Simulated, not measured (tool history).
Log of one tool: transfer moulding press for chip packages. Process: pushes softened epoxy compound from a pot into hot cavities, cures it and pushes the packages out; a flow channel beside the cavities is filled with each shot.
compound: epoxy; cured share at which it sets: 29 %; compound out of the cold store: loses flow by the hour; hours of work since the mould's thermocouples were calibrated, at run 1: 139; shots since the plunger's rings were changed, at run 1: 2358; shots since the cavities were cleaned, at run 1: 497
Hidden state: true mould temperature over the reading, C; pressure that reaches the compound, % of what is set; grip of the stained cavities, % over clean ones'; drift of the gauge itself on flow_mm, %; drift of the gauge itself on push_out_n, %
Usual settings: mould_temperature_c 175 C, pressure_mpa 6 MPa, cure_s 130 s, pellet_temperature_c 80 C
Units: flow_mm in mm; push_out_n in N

| run | day | mould_temperature_c | pressure_mpa | cure_s | pellet_temperature_c | hours of work since the mould's thermocouples were calibrated | shots since the plunger's rings were changed | shots since the cavities were cleaned | incoming compound's hours out of the cold store | flow_mm | push_out_n |
|---|---|---|---|---|---|---|---|---|---|---|---|
| 1 | 0 | 175 | 6 | 130 | 80 | 139 | 2358 | 497 | 37 | 528 | 477 |
|  | 0.45 | cavities cleaned with cleaning compound and waxed |
| 2 | 0.45 | 175 | 6 | 130 | 80 | 146 | 2458 | 0 | 47.4 | 513 | 496 |
| 3 | 0.933 | 175 | 6 | 130 | 80 | 155 | 2583 | 125 | 29.2 | 537 | 500 |
| 4 | 1.454 | 175 | 6 | 130 | 80 | 164 | 2717 | 259 | 39.2 | 524 | 488 |
| 5 | 1.967 | 178 | 6 | 130 | 80 | 174 | 2849 | 391 | 15.9 | 550 | 446 |
| 6 | 2.338 | 178 | 6 | 130 | 80 | 180 | 2945 | 487 | 47 | 509 | 423 |
|  | 2.796 | cavities cleaned with cleaning compound and waxed |
| 7 | 2.879 | 178 | 6 | 130 | 80 | 189 | 3068 | 21 | 42.8 | 515 | 441 |
| 8 | 3.208 | 175 | 6 | 130 | 80 | 195 | 3153 | 106 | 45.2 | 514 | 474 |
| 9 | 3.496 | 175 | 6 | 130 | 80 | 201 | 3227 | 180 | 42.1 | 520 | 468 |
|  | 3.638 | plunger's sealing rings changed |
| 10 | 4.096 | 175 | 6 | 130 | 80 | 210 | 118 | 308 | 46.3 | 513 | 464 |
| 11 | 4.475 | 178 | 5.69 | 130 | 84 | 217 | 215 | 405 | 42.5 | 500 | 429 |
| 12 | 4.712 | 175 | 6 | 130 | 79 | 221 | 276 | 466 | 18 | 555 | 503 |
| 13 | 5.133 | 176 | 6 | 129 | 89 | 229 | 386 | 576 | 20.4 | 546 | 477 |
|  | 5.279 | cavities cleaned with cleaning compound and waxed |
| 14 | 5.696 | 176 | 6 | 129 | 89 | 238 | 514 | 108 | 19.7 | 546 | 469 |
| 15 | 5.967 | 179 | 6 | 161 | 73 | 243 | 584 | 178 | 34.5 | 524 | 385 |
| 16 | 6.4 | 178 | 6.9 | 144 | 90 | 251 | 696 | 290 | 35.8 | 560 | 377 |
| 17 | 6.617 | 178 | 6.9 | 144 | 90 | 255 | 752 | 346 | 26.5 | 576 | 425 |
| 18 | 6.996 | 178 | 6.9 | 144 | 90 | 262 | 849 | 443 | 15.1 | 593 | 401 |
| 19 | 7.308 | 170 | 5.29 | 150 | 90 | 268 | 930 | 524 | 28.1 | 515 | 488 |

Forecast each of these 4 alternatives for the next run:
|  | 7.658 | cavities cleaned with cleaning compound and waxed |
| A | 7.833 | 170 | 5.29 | 122 | 74 | 276 | 1048 | 45 | 30.8 | ? | ? |
|  | 7.658 | cavities cleaned with cleaning compound and waxed |
| B | 7.833 | 167 | 7.38 | 130 | 80 | 276 | 1048 | 45 | 24.3 | ? | ? |
|  | 7.658 | cavities cleaned with cleaning compound and waxed |
| C | 7.833 | 175 | 6 | 161 | 88 | 276 | 1048 | 45 | 16.1 | ? | ? |
|  | 7.658 | cavities cleaned with cleaning compound and waxed |
| D | 7.833 | 177 | 6.47 | 130 | 80 | 276 | 1048 | 45 | 25.3 | ? | ? |

| run | flow_mm | push_out_n |
|---|---|---|
| A | 511 | 730 |
| B | 620 | 797 |
| C | 558 | 400 |
| D | 557 | 457 |
Without the tool's hidden state the same runs would have given:
| run | flow_mm | push_out_n |
|---|---|---|
| A | 511 | 729 |
| B | 621 | 795 |
| C | 558 | 399 |
| D | 557 | 456 |
